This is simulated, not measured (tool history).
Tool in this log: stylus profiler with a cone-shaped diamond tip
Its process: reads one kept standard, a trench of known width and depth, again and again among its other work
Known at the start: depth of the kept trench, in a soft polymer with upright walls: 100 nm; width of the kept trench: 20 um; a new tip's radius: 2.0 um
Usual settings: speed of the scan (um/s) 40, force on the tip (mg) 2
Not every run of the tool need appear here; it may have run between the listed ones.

| run | hour | speed of the scan (um/s) | force on the tip (mg) | depth of the trench (angstrom) | width of the trench's floor (um) |
|---|---|---|---|---|---|
| 1 | 0 | 40 | 2 | 1015.3 | 18.44 |
| 2 | 28.7 | 40 | 2 | 1014.8 | 18.46 |
| 3 | 63.4 | 27 | 2 | 1015.1 | 18.53 |
| 4 | 94.8 | 40 | 2 | 1014.9 | 18.51 |
| 5 | 121.7 | 40 | 2 | 1015.6 | 18.54 |
| 6 | 161.6 | 40 | 2 | 1015 | 18.51 |
| 7 | 192.4 | 40 | 2 | 1014.4 | 18.51 |
| 8 | 212.9 | 40 | 2 | 1015.4 | 18.49 |
| 9 | 253.6 | 40 | 2 | 1015.9 | 18.49 |
|  | 275.4 | height scale calibrated on a step standard |
| 10 | 297.2 | 34 | 1.07 | 1010.1 | 18.41 |
| 11 | 340.8 | 34 | 1.07 | 1009.8 | 18.43 |
| 12 | 371.5 | 13 | 1.63 | 1013.6 | 18.66 |
| 13 | 403.3 | 30 | 2 | 1014.7 | 18.54 |
| 14 | 444.3 | 34 | 2.99 | 1019.3 | 18.56 |
| 15 | 486 | 41 | 5.11 | 1028.2 | 18.59 |
| 16 | 517.5 | 10 | 2.6 | 1017.3 | 18.67 |
| 17 | 546.8 | 89 | 1.31 | 1010.8 | 18.02 |

Each row is a separate what-if for the run after 17, all from the same tool condition, not one after another. Results?
| A | 575 | 12 | 4.1 | ? | ? |
| B | 575 | 45 | 4.75 | ? | ? |
| C | 575 | 17 | 1.31 | ? | ? |

| run | depth of the trench (angstrom) | width of the trench's floor (um) |
|---|---|---|
| A | 1024.7 | 18.69 |
| B | 1026.6 | 18.59 |
| C | 1011 | 18.63 |
With the hidden condition removed and each run's random variation left untouched, the same runs would have given:
| run | depth of the trench (angstrom) | width of the trench's floor (um) |
|---|---|---|
| A | 1024.8 | 18.7 |
| B | 1026.6 | 18.6 |
| C | 1011.1 | 18.65 |
